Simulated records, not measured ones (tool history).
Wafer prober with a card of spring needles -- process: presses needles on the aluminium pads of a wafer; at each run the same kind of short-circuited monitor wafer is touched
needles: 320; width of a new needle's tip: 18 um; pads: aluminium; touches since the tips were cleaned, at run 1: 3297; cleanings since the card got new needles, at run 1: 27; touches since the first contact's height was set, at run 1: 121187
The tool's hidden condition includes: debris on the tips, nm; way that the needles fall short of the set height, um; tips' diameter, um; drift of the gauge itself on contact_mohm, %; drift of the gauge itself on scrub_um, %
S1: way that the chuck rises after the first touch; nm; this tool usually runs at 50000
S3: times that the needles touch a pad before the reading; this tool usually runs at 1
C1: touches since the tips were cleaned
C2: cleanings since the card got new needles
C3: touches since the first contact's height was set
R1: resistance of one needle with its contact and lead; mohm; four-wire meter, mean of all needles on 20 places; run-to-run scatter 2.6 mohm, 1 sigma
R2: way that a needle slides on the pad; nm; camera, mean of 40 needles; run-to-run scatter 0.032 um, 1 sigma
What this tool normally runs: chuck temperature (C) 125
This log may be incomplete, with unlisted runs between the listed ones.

Run 1, hour 0.0: usual settings; C1 3297; C2 27; C3 121187. Result: R1 300 mohm, R2 9410 nm.
At hour 15.4: tips cleaned on abrasive film.
Run 2, hour 21.2: usual settings; C1 2303; C2 28; C3 129494. Result: R1 300 mohm, R2 9430 nm.
At hour 38.3: tips cleaned on abrasive film.
At hour 48.4: height of the first contact set anew.
Run 3, hour 50.7: usual settings but S1 41000 nm; C1 4757; C2 29; C3 880. Result: R1 303 mohm, R2 7780 nm.
At hour 62.6: tips cleaned on abrasive film.
Run 4, hour 72.5: usual settings but S1 41000 nm; C1 3880; C2 30; C3 9411. Result: R1 304 mohm, R2 7750 nm.
At hour 86.1: tips cleaned on abrasive film.
Run 5, hour 95.5: usual settings but chuck temperature (C) 81; C1 3705; C2 31; C3 18425. Result: R1 284 mohm, R2 9500 nm.
At hour 108.0: tips cleaned on abrasive film.
Run 6, hour 127.9: usual settings but S1 32000 nm; C1 7817; C2 32; C3 31122. Result: R1 318 mohm, R2 5980 nm.
At hour 129.7: tips cleaned on abrasive film.
At hour 151.8: tips cleaned on abrasive film.
Run 7, hour 155.0: usual settings but S1 32000 nm; C1 1239; C2 34; C3 41691. Result: R1 315 mohm, R2 6060 nm.
At hour 174.6: tips cleaned on abrasive film.
Run 8, hour 177.0: usual settings but S1 32000 nm; C1 929; C2 35; C3 50285. Result: R1 313 mohm, R2 6050 nm.
At hour 198.5: tips cleaned on abrasive film.
Run 9, hour 208.8: usual settings but S1 32000 nm; C1 4056; C2 36; C3 62749. Result: R1 311 mohm, R2 6060 nm.
At hour 220.4: tips cleaned on abrasive film.
Run 10, hour 229.4: usual settings but S1 32000 nm; C1 3528; C2 37; C3 70820. Result: R1 313 mohm, R2 6080 nm.
At hour 243.3: tips cleaned on abrasive film.
Run 11, hour 247.3: usual settings; C1 1579; C2 38; C3 77824. Result: R1 302 mohm, R2 9480 nm.
Run 12, hour 263.1: usual settings; C1 7759; C2 38; C3 84004. Result: R1 298 mohm, R2 9450 nm.
At hour 265.7: tips cleaned on abrasive film.
Run 13, hour 276.6: usual settings; C1 4302; C2 39; C3 89294. Result: R1 295 mohm, R2 9430 nm.
At hour 287.6: tips cleaned on abrasive film.
At hour 309.4: tips cleaned on abrasive film.
Run 14, hour 309.4: usual settings; C1 0; C2 41; C3 102112. Result: R1 300 mohm, R2 9470 nm.
Run 15, hour 327.5: usual settings; C1 7094; C2 41; C3 109206. Result: R1 297 mohm, R2 9510 nm.
At hour 331.3: tips cleaned on abrasive film.
At hour 353.1: tips cleaned on abrasive film.
Run 16, hour 356.9: usual settings; C1 1496; C2 43; C3 120692. Result: R1 300 mohm, R2 9500 nm.
At hour 376.4: tips cleaned on abrasive film.
Run 17, hour 382.9: usual settings but S1 30000 nm, chuck temperature (C) 64, S3 2; C1 2556; C2 44; C3 130856. Result: R1 294 mohm, R2 5670 nm.

Run 18 comes next. What will it give?
At hour 398.0: tips cleaned on abrasive film.
At hour 406.5: height of the first contact set anew.
Run 18, hour 407.2: usual settings but S1 32000 nm, chuck temperature (C) 54; C1 3527; C2 45; C3 278. Result: R1 ?, R2 ?.

{"run 18": {"R1": 291, "R2": 6020}}
On a tool with no hidden condition, and with the same random variation, this run would have come out at R1 289 mohm, R2 6020 nm.
